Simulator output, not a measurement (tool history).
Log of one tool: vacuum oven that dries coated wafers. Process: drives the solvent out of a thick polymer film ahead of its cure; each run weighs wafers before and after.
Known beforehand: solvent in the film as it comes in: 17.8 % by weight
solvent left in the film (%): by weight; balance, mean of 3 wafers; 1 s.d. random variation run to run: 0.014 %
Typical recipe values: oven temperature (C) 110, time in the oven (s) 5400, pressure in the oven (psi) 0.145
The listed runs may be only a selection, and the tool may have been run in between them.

| run | hour | oven temperature (C) | time in the oven (s) | pressure in the oven (psi) | solvent left in the film (%) |
|---|---|---|---|---|---|
| 1 | 0 | 110 | 5400 | 0.145 | 3.18 |
| 2 | 25.9 | 102 | 5400 | 0.145 | 4.68 |
| 3 | 47.9 | 102 | 5400 | 0.145 | 4.63 |
| 4 | 75.9 | 110 | 5400 | 0.1 | 2.99 |
| 5 | 106.3 | 110 | 5400 | 0.1 | 2.95 |
| 6 | 137.6 | 107 | 5400 | 0.145 | 3.69 |
| 7 | 160.5 | 110 | 5400 | 0.145 | 3.16 |
| 8 | 176 | 110 | 3360 | 0.145 | 5.44 |
| 9 | 200.3 | 110 | 3360 | 0.145 | 5.43 |
| 10 | 230.5 | 110 | 6120 | 0.145 | 2.67 |
| 11 | 245.9 | 109 | 6120 | 0.145 | 2.82 |
| 12 | 276.9 | 109 | 6120 | 0.145 | 2.82 |
| 13 | 299.4 | 109 | 6120 | 0.145 | 2.82 |
| 14 | 328.1 | 110 | 5400 | 0.145 | 3.16 |
| 15 | 349.6 | 110 | 3600 | 0.145 | 5.04 |
| 16 | 370.3 | 110 | 3600 | 0.145 | 5.06 |
| 17 | 403 | 124 | 3600 | 0.145 | 2.67 |
| 18 | 427 | 124 | 3600 | 0.145 | 2.67 |
| 19 | 455.7 | 109 | 3600 | 0.145 | 5.2 |
| 20 | 478.1 | 110 | 2940 | 0.145 | 6.06 |
| 21 | 510.1 | 110 | 2940 | 0.145 | 6.08 |
| 22 | 537.9 | 110 | 3660 | 0.104 | 4.83 |
| 23 | 569.8 | 110 | 3660 | 0.104 | 4.81 |
| 24 | 589 | 110 | 3660 | 0.104 | 4.82 |
| 25 | 603.9 | 110 | 3600 | 0.145 | 5.02 |
| 26 | 635 | 101 | 6240 | 0.103 | 3.88 |
| 27 | 656 | 112 | 9060 | 0.292 | 1.94 |
| 28 | 681.9 | 112 | 9060 | 0.292 | 1.96 |
| 29 | 698.3 | 110 | 5940 | 0.145 | 2.77 |
| 30 | 729.4 | 110 | 5940 | 0.145 | 2.76 |
| 31 | 745.9 | 110 | 5940 | 0.145 | 2.73 |
| 32 | 761.3 | 117 | 3600 | 0.175 | 3.85 |
| 33 | 781.4 | 117 | 3600 | 0.175 | 3.83 |
| 34 | 802.6 | 116 | 6000 | 0.093 | 1.72 |
| 35 | 817.2 | 116 | 6000 | 0.093 | 1.71 |
|  | 836.8 | oven's thermocouples calibrated |
| 36 | 844.2 | 110 | 3360 | 0.116 | 5.36 |

What if the next run were any one of these 3? Each begins from the tool's condition after run 36:
| A | 859.9 | 113 | 2940 | 0.247 | ? |
| B | 859.9 | 107 | 5580 | 0.174 | ? |
| C | 859.9 | 113 | 5940 | 0.073 | ? |

| run | solvent left in the film (%) |
|---|---|
| A | 5.89 |
| B | 3.69 |
| C | 2.09 |
Take away the tool's hidden state, keep each run's random variation, and the runs would have read:
| run | solvent left in the film (%) |
|---|---|
| A | 5.84 |
| B | 3.62 |
| C | 2.02 |
